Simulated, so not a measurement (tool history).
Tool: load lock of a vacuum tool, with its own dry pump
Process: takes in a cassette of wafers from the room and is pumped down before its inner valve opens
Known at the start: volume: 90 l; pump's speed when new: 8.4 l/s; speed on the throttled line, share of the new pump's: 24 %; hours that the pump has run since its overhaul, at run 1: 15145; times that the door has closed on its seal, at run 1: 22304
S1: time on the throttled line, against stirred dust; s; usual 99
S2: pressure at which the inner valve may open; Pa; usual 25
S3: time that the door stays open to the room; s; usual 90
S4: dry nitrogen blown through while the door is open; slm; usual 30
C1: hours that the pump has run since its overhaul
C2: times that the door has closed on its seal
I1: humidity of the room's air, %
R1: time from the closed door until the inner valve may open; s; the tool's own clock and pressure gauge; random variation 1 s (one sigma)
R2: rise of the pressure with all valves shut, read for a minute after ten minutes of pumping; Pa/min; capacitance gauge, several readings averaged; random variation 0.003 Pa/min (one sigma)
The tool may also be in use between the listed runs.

run	day	S1	S2	S3	S4	C1	C2	I1	R1	R2
1	0	99	25	90	30	15145	22304	42.6	165	0.034
2	15.417	99	25	90	30	15515	23680	43.1	164.4	0.035
3	32.254	99	25	90	30	15919	25184	46.7	165.5	0.037
4	46.775	99	25	90	30	16268	26480	40.3	166.4	0.027
5	62.733	99	25	90	30	16651	27905	45.5	165.5	0.039
6	76.35	99	25	90	30	16978	29120	45.1	164.3	0.035
7	84.462	99	25	90	30	17172	29845	43.1	163.1	0.031
8	100.908	99	25	144	30	17567	31313	42.4	165.7	0.045
9	108.671	99	25	144	30	17753	32006	48.8	166.4	0.05
10	125.55	99	25	90	16	18159	33513	45.3	163.6	0.045
11	136.058	99	25	90	16	18411	34451	46.9	165.1	0.049
# day 137.979: dry pump taken out, an overhauled one fitted
12	152.588	99	25	90	30	351	35904	46.5	165	0.038
13	166.096	99	25	90	30	675	37110	47.8	166.4	0.035
14	178.475	99	25	90	30	972	38215	45.1	164.2	0.033
15	191.429	99	25	52	30	1283	39372	46	164.7	0.025
16	207.588	99	25	52	30	1671	40814	47	165.5	0.027
17	215.338	99	25	52	30	1857	41506	44.8	165.5	0.023
18	227.862	99	25	52	30	2157	42624	44.6	166.1	0.022
19	245.354	99	47	110	30	2577	44186	42.3	158.7	0.037
20	260.75	99	20	110	30	2947	45561	43.1	169.3	0.04
21	272.679	99	20	110	30	3233	46625	47.1	168.5	0.037
22	288.554	72	48	105	6	3614	48043	45	137.7	0.067
23	305.204	72	25	105	7	4013	49529	44.3	145	0.06
24	323.908	93	38	90	30	4462	51199	42.7	157.2	0.035
25	331.775	99	25	69	5	4651	51901	44.7	166.1	0.061
26	343.312	83	25	38	30	4928	52931	46.1	153.9	0.025
27	360.812	77	21	90	5	5348	54493	44.5	150	0.066
28	376.592	77	21	90	5	5727	55902	43.6	149.7	0.061
29	390.938	99	25	90	33	6071	57183	43.7	164.3	0.034
30	404.542	124	25	90	30	6398	58398	43.8	184.7	0.04

Forecast each of these 3 alternatives for the next run:
A	418.75	99	39	90	7	6739	59666	47.6	?	?
B	418.75	99	37	26	30	6739	59666	42.7	?	?
C	418.75	107	29	90	6	6739	59666	46	?	?

run	R1	R2
A	160.4	0.063
B	160.9	0.018
C	170.3	0.065
Without the tool's hidden state the same runs would have given:
run	R1	R2
A	160.3	0.062
B	160.9	0.016
C	170.3	0.064
